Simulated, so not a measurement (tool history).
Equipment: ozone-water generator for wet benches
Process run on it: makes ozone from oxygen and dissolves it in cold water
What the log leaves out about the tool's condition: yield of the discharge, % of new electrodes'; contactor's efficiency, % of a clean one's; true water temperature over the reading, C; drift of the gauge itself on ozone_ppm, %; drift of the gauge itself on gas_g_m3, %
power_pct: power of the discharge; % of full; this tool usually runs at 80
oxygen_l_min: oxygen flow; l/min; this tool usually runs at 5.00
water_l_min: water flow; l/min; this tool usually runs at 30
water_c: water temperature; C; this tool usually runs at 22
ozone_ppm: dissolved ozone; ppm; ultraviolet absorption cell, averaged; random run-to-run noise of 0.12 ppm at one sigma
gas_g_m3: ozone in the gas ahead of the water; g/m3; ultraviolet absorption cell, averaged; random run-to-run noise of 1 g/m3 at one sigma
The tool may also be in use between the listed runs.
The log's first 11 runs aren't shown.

run	hour	power_pct	oxygen_l_min	water_l_min	water_c	hours of work since the electrodes were changed	hours of work since the contactor was cleaned	hours of work since the thermometer was calibrated	ozone_ppm	gas_g_m3
12	618.3	74	5.00	30	22	1802	2349	4092	10.9	170.0
13	662.8	74	5.00	30	22	1838	2386	4129	10.9	168.6
14	741.9	74	5.00	30	22	1903	2451	4194	10.7	166.8
15	818.2	74	5.00	30	22	1966	2513	4256	10.8	171.1
16	853.0	74	5.00	30	22	1994	2542	4285	10.9	167.7
17	910.7	74	5.00	20	22	2041	2589	4332	15.5	169.0
18	975.6	80	5.00	45	30	2095	2642	4385	7.0	178.2
19	1055.3	48	3.49	20	22	2160	2708	4451	11.2	150.7
20	1109.1	48	3.49	20	22	2204	2752	4495	11.3	150.5
21	1189.3	48	3.49	20	22	2270	2818	4561	11.2	151.7
22	1223.9	48	3.49	20	22	2298	2846	4589	11.2	149.9
23	1263.8	48	3.49	20	22	2331	2879	4622	11.3	149.0
24	1329.1	48	3.49	20	22	2385	2932	4675	11.3	149.1
25	1398.0	57	3.09	30	22	2441	2989	4732	8.4	177.2
26	1471.1	45	3.67	39	16	2501	3049	4792	5.9	140.8
27	1531.6	45	3.67	39	16	2551	3098	4841	5.8	140.6
28	1587.3	45	3.67	39	16	2596	3144	4887	5.8	141.1
29	1628.5	80	8.05	30	17	2630	3178	4921	13.2	141.3
30	1669.6	80	8.05	30	17	2664	3212	4955	12.8	139.6

What will run 31 give?
31	1753.2	77	5.00	48	22	2732	3280	5023	?	?

Run 31 yielded ozone_ppm 6.7 ppm, gas_g_m3 173.4 g/m3.
If the tool had no hidden condition, the same run with the same run-to-run variation would have returned ozone_ppm 6.8 ppm, gas_g_m3 173.7 g/m3.

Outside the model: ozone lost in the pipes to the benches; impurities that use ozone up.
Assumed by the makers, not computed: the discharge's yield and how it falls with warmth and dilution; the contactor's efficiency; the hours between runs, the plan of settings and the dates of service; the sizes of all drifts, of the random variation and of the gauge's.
